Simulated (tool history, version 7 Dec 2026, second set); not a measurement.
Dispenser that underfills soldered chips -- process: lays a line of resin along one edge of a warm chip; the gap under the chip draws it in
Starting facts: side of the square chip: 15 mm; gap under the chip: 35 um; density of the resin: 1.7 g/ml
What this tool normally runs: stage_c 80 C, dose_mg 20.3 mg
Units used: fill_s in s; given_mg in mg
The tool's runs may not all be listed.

run	hour	stage_c	dose_mg	fill_s	given_mg
1	0	80	20.3	509.5	19.83
# hour 6.5: new syringe of resin
2	9.8	80	23	382.1	22.44
# hour 20.8: new syringe of resin
3	20.8	79	20.3	331.7	19.79
# hour 35: new syringe of resin
4	35.7	80	20.3	342.7	19.51
5	45.4	80	20.3	564.6	19.44
# hour 49.5: new syringe of resin
6	53.5	80	20.3	400.6	19.44
# hour 64.2: new syringe of resin
7	68.1	80	20.3	400.5	19.41
8	75.1	88	20.3	447.7	19.22
# hour 79: new syringe of resin
9	89.6	88	20.3	434.7	19.15
# hour 93.9: new syringe of resin
10	97.8	88	20.3	300.7	19.15
# hour 106.5: dispensing valve cleaned and set on the balance
# hour 109.5: new syringe of resin
11	113.6	80	20.3	389.9	20.26
12	122.3	80	20.3	636.6	20.21
# hour 124.1: new syringe of resin
13	135.1	80	20.3	573.4	20.13
# hour 139: new syringe of resin
14	145.7	80	19.6	466.3	19.29
# hour 153.8: new syringe of resin
15	158.4	80	19.6	412	19.21
16	167.6	71	19.6	931.4	19.29
# hour 168.9: new syringe of resin
17	177.5	80	20.3	505.4	19.88
# hour 184.2: new syringe of resin
18	187.8	80	20.3	391.8	19.82
# hour 198.6: new syringe of resin
19	201.8	82	19.8	352.8	19.34
20	211.1	68	17.4	1007.9	16.72
# hour 213.5: new syringe of resin
21	223	73	21.6	675	20.88
# hour 228.7: new syringe of resin
22	238.4	65	26.2	907.9	24.95
# hour 243.1: new syringe of resin
23	247.6	72	26.3	514.8	25.28
24	254.3	87	19.8	451.8	19.09
# hour 258: new syringe of resin
25	267.3	93	20.1	337.8	19.04
# hour 273.3: new syringe of resin
26	277.6	77	17.7	473.5	16.84
27	285.6	77	17.7	715.1	16.77
# hour 288.2: new syringe of resin
28	299.5	77	17.7	676.9	16.85
# hour 303.8: new syringe of resin
# hour 309.7: dispensing valve cleaned and set on the balance
29	310.9	77	17.7	499.8	17.47
# hour 319.8: new syringe of resin
30	322.3	77	17.7	415.3	17.41
# hour 334.2: new syringe of resin
31	336.4	81	23.1	338.1	22.78
32	344.6	81	23.1	520.4	22.77
# hour 349: new syringe of resin
33	359.2	83	19.7	485.7	19.54
# hour 364.4: new syringe of resin
34	371.7	69	25	667.5	24.57

Predict each of these 4 candidate next runs independently; none follows another, all start after run 34:
# hour 379.7: new syringe of resin
A	380.3	94	25.8	?	?
# hour 379.7: new syringe of resin
B	380.3	69	17.6	?	?
# hour 379.7: new syringe of resin
C	380.3	69	25.9	?	?
# hour 379.7: new syringe of resin
D	380.3	79	23.6	?	?

run	fill_s	given_mg
A	199.5	25.09
B	508.7	17.08
C	479	25.22
D	333.9	23.22
With no hidden state in the tool, these same runs would have given:
run	fill_s	given_mg
A	195.3	25.71
B	496.2	17.5
C	470.2	25.84
D	327.2	23.79
